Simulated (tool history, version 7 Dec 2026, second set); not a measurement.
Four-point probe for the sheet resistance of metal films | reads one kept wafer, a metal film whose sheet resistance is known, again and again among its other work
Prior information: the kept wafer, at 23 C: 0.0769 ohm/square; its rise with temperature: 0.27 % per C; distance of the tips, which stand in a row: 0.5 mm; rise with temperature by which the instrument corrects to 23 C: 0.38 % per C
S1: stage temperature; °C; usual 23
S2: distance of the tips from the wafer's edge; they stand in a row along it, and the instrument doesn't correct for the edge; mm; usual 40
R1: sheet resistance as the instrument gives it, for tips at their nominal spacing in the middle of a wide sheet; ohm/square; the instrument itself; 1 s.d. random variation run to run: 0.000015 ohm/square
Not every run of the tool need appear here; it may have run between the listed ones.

run,hour,S1,S2,R1
1,0.0,23,40,0.076746
2,42.2,23,40,0.076730
3,76.8,34,40,0.075814
4,100.9,34,40,0.075784
5,121.0,34,40,0.075795
6,164.4,34,40,0.075801
7,210.0,23,40,0.076718
8,247.5,23,40,0.076697
9,288.4,23,40,0.076691
10,319.5,23,40,0.076714
11,344.1,23,40,0.076662
12,376.1,23,40,0.076708
13,399.4,23,40,0.076703
14,438.4,23,40,0.076713
15,468.4,23,40,0.076695
16,509.1,23,40,0.076663
17,535.4,23,40,0.076689
18,561.3,23,40,0.076679
19,585.8,23,40,0.076688
20,627.8,23,40,0.076659
21,673.6,23,40,0.076666
22,709.5,23,68,0.076644
23,749.4,33,5,0.076185
24,787.0,25,18,0.076503
25,814.5,33,7,0.075982
26,859.0,33,27,0.075786
27,896.9,23,3,0.077761
# hour 907.1: stage's thermometer calibrated
28,924.9,22,4,0.077229
29,950.8,22,4,0.077254
30,994.6,19,64,0.076876
31,1019.6,20,5,0.077181
32,1041.3,20,5,0.077177
33,1060.0,23,30,0.076533
34,1097.5,23,30,0.076516
35,1140.4,26,31,0.076248
36,1174.7,28,8,0.076237
37,1220.0,28,8,0.076252
38,1259.1,23,29,0.076502
39,1293.4,18,6,0.077215

Branching from run 39: 4 alternative next runs. What would each branch give?
A,1339.0,23,5,?
B,1339.0,23,5,?
C,1339.0,18,24,?
D,1339.0,25,49,?

run,R1
A,0.076867
B,0.076858
C,0.076919
D,0.076273
Take away the tool's hidden state, keep each run's random variation, and the runs would have read:
run,R1
A,0.077306
B,0.077296
C,0.077358
D,0.076708
